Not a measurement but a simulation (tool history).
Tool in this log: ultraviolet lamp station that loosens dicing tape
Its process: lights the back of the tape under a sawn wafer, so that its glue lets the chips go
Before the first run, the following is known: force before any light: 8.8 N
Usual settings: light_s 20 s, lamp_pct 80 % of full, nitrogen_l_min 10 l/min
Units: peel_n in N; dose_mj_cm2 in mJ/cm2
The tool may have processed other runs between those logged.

run,hour,light_s,lamp_pct,nitrogen_l_min,peel_n,dose_mj_cm2
1,0.0,20,80,10,0.562,277
2,15.4,35,80,10,0.195,478
3,31.1,35,80,10,0.194,479
4,65.7,20,80,10,0.569,266
5,85.0,20,80,10,0.552,270
6,100.8,20,80,10,0.575,263
7,115.8,37,80,10,0.199,488
8,149.3,37,80,10,0.192,483
9,184.0,37,80,10,0.192,482
10,205.3,37,80,10,0.193,480
11,226.0,10,76,12,2.104,118
# hour 249.2: window cleaned of glue's vapour
12,249.2,13,81,14,1.444,155
13,277.4,13,81,14,1.459,154
# hour 300.0: window cleaned of glue's vapour, once more
14,307.9,19,80,4,0.859,284
15,339.4,38,80,11,0.176,560
16,356.4,35,80,10,0.181,507
17,392.6,20,76,16,0.440,274
18,411.9,20,76,16,0.439,270

Below are 5 alternative next runs, each starting from the tool's condition after run 18. Predict each:
A,445.0,21,80,3,?,?
B,445.0,20,80,4,?,?
C,445.0,11,64,12,?,?
D,445.0,38,67,7,?,?
E,445.0,21,73,3,?,?

run,peel_n,dose_mj_cm2
A,0.895,300
B,0.810,286
C,2.178,126
D,0.219,454
E,1.048,274
The same runs, with their run-to-run variation unchanged, on a tool lacking any hidden condition would have given:
run,peel_n,dose_mj_cm2
A,0.618,357
B,0.560,340
C,1.684,150
D,0.176,540
E,0.737,326

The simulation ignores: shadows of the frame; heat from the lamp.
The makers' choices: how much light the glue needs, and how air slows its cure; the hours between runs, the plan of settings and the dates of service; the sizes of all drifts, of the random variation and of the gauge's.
